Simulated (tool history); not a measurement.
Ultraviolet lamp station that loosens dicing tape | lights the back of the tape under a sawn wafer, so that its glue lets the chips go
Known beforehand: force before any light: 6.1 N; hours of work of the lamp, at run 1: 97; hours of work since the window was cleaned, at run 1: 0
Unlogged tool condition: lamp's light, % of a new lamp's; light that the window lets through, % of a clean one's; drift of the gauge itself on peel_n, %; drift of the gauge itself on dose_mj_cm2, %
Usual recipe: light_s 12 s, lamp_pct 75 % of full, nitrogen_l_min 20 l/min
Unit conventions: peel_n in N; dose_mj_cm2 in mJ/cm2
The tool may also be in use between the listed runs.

run    day  light_s  lamp_pct  nitrogen_l_min  hours of work of the lamp  hours of work since the window was cleaned  peel_n  dose_mj_cm2
  1      0       12        75              20                         97                                           0    0.84          352
  2  0.329        9        75              20                        101                                           4   1.294          267
  3  0.592        9        75              20                        104                                           7   1.278          268
  4  0.758        9        75              20                        106                                           9   1.315          264
  5  0.942        9        75              20                        108                                          11   1.353          261
  6  1.254       12        75              20                        112                                          15    0.85          357
  7  1.433       12        75              20                        114                                          17    0.85          352
  8  1.704       12        75              20                        117                                          20    0.83          347
  9  1.929       12        75              20                        120                                          23   0.867          352
 10  2.125       12        75              20                        122                                          25   0.851          350
 11  2.396       11        75              20                        125                                          28   0.996          321
 12  2.717       11        75              20                        129                                          32   1.047          322
 13  2.912       11        75              20                        131                                          35   0.999          315
 14  3.229       11        75              20                        135                                          38   1.036          315
 15  3.504       11        75              20                        138                                          42   0.994          320
 16  3.704        8        80              20                        141                                          44   1.428          245
 17    4.1        8        67              20                        145                                          49   1.764          209
 18  4.358       23        75              13                        148                                          52   0.414          661
 19  4.554       23        75              13                        151                                          54   0.402          663
 20  4.846       23        75              13                        154                                          57   0.427          656
 21  5.029       18        99              16                        156                                          60   0.348          677
 22  5.192       18        99              16                        158                                          62   0.357          674
 23  5.412        8        89              35                        161                                          64   0.977          271
 24  5.617        8        62              23                        163                                          67   1.917          189
 25  6.012       14        64              22                        168                                          71   0.882          338
 26  6.217        9        68              12                        170                                          74   1.978          231
 27  6.454        9        68              12                        173                                          77   2.007          227
 28  6.775       11        73              20                        177                                          80   1.097          301

Forecast each of these 3 alternatives for the next run:
  A  7.046       12        75              21                        180                                          84       ?            ?
  B  7.046       11        98              20                        180                                          84       ?            ?
  C  7.046        7        91              11                        180                                          84       ?            ?

run  peel_n  dose_mj_cm2
  A   0.906          331
  B   0.671          401
  C    1.99          236
Without the tool's unlogged condition, the same runs would have read:
run  peel_n  dose_mj_cm2
  A   0.771          366
  B   0.567          444
  C    1.78          261
